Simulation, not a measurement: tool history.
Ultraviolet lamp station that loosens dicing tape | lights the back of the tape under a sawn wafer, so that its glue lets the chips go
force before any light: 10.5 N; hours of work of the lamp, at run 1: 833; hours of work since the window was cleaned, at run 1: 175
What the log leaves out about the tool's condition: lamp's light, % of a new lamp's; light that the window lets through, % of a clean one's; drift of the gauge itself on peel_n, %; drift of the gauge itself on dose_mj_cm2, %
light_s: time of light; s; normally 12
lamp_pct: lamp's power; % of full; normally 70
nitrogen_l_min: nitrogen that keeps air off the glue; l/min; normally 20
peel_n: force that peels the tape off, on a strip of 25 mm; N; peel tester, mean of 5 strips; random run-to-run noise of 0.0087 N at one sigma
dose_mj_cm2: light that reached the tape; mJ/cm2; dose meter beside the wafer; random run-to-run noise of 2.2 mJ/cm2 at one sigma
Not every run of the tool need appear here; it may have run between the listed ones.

run	hour	light_s	lamp_pct	nitrogen_l_min	hours of work of the lamp	hours of work since the window was cleaned	peel_n	dose_mj_cm2
1	0	12	70	20	833	175	0.677	138
2	17.7	12	70	20	847	189	0.689	140
3	35.9	10	70	20	861	204	1.054	114
4	70.5	10	70	20	888	231	1.055	110
5	98.1	10	70	20	910	252	1.086	109
6	117	10	70	20	925	267	1.115	106
7	140.9	12	70	26	944	286	0.679	127
8	176.6	12	70	20	972	314	0.799	125
9	211.8	12	70	20	999	342	0.844	127
10	246.4	12	70	20	1026	369	0.865	125
11	277.2	14	70	20	1051	393	0.636	142
12	298.6	14	70	34	1067	410	0.522	141
13	329.5	14	70	34	1092	434	0.545	135
14	356.3	14	70	34	1113	455	0.547	136
15	374.5	14	70	34	1127	470	0.549	131
16	401.8	12	70	19	1149	491	1.034	113
# hour 404.2: window cleaned of glue's vapour
17	434.1	12	70	19	1173	23	0.901	124
18	456.9	12	70	19	1191	41	0.898	116
19	474.2	12	70	19	1205	55	0.871	117
20	504	6	70	19	1228	78	3.021	59
21	522.4	12	70	33	1243	93	0.755	118
22	545.5	13	70	24	1261	111	0.742	124
23	576.6	11	86	20	1286	135	0.788	129
24	596.7	12	66	17	1301	151	1.228	104
25	615.2	6	70	20	1316	166	3.084	54
26	648.2	6	70	20	1342	192	3.26	51
27	664.7	6	67	20	1355	205	3.42	54
# hour 668.3: lamp changed
28	695	13	70	20	21	228	0.35	189
29	726.8	12	70	22	46	253	0.393	174
30	747.4	6	67	7	62	269	2.85	82
31	772.5	6	67	7	82	289	2.854	82
32	807.3	6	67	7	109	316	2.797	78
33	832.3	12	81	12	129	336	0.445	193
34	861.4	12	82	19	152	359	0.338	197
35	885.9	7	80	20	171	378	1.076	111
36	903.5	7	80	20	185	392	1.112	106
37	935.3	7	80	20	210	417	1.153	108
38	970.1	15	80	10	237	444	0.377	225
39	998.5	12	70	7	260	466	0.961	157
40	1030.6	13	87	24	285	491	0.284	203
# hour 1033.7: window cleaned of glue's vapour
41	1060.4	13	87	24	308	21	0.257	224
42	1082.1	12	98	12	325	38	0.304	231

Forecast each of these 3 alternatives for the next run:
A	1111.5	18	72	20	348	61	?	?
B	1111.5	6	63	25	348	61	?	?
C	1111.5	19	84	6	348	61	?	?

run	peel_n	dose_mj_cm2
A	0.229	252
B	2.013	77
C	0.274	306
Take away the tool's hidden state, keep each run's random variation, and the runs would have read:
run	peel_n	dose_mj_cm2
A	0.21	288
B	1.612	88
C	0.239	351
